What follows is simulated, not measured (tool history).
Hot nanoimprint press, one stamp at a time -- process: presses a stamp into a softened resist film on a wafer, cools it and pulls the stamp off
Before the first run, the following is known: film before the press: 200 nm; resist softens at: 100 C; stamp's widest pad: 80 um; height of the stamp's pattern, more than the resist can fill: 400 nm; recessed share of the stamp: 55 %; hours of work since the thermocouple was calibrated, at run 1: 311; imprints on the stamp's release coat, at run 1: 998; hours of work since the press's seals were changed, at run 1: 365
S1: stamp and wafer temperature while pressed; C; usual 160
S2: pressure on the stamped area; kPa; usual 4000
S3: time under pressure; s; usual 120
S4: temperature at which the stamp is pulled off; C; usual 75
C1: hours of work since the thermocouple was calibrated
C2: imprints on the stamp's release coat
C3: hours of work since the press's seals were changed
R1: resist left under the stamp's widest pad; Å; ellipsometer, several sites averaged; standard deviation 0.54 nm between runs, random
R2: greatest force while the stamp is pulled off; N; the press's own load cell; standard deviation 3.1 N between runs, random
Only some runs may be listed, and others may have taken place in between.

run 1 hour=0 | S1=160 S2=4000 S3=120 S4=75 | C1=311 C2=998 C3=365 | R1=1102 R2=147
run 2 hour=16.6 | S1=160 S2=4000 S3=120 S4=75 | C1=319 C2=1059 C3=374 | R1=1099 R2=146
run 3 hour=28.4 | S1=160 S2=4000 S3=120 S4=75 | C1=325 C2=1102 C3=379 | R1=1106 R2=145
run 4 hour=47.7 | S1=160 S2=2660 S3=120 S4=75 | C1=334 C2=1173 C3=389 | R1=1327 R2=147
-- hour=62 stamp cleaned and given a new release coat
run 5 hour=62.8 | S1=160 S2=2660 S3=120 S4=75 | C1=339 C2=3 C3=393 | R1=1327 R2=147
run 6 hour=77 | S1=171 S2=4500 S3=120 S4=75 | C1=346 C2=55 C3=400 | R1=791 R2=147
run 7 hour=85.9 | S1=171 S2=4500 S3=120 S4=75 | C1=350 C2=88 C3=405 | R1=793 R2=141
run 8 hour=94.6 | S1=171 S2=4500 S3=120 S4=75 | C1=355 C2=120 C3=409 | R1=790 R2=148
run 9 hour=111.5 | S1=171 S2=4500 S3=120 S4=75 | C1=363 C2=182 C3=417 | R1=787 R2=150
run 10 hour=128.5 | S1=171 S2=4500 S3=120 S4=75 | C1=371 C2=245 C3=426 | R1=785 R2=148

What if the next run were any one of these 3? Each begins from the tool's condition after run 10:
run A hour=137.4 | S1=165 S2=4000 S3=120 S4=75 | C1=376 C2=278 C3=430 | R1=? R2=?
run B hour=137.4 | S1=162 S2=4500 S3=120 S4=75 | C1=376 C2=278 C3=430 | R1=? R2=?
run C hour=137.4 | S1=157 S2=4000 S3=217 S4=77 | C1=376 C2=278 C3=430 | R1=? R2=?

run=A R1=972 R2=149
run=B R1=992 R2=141
run=C R1=996 R2=144
With no hidden state in the tool, these same runs would have given:
run=A R1=966 R2=149
run=B R1=986 R2=140
run=C R1=990 R2=143
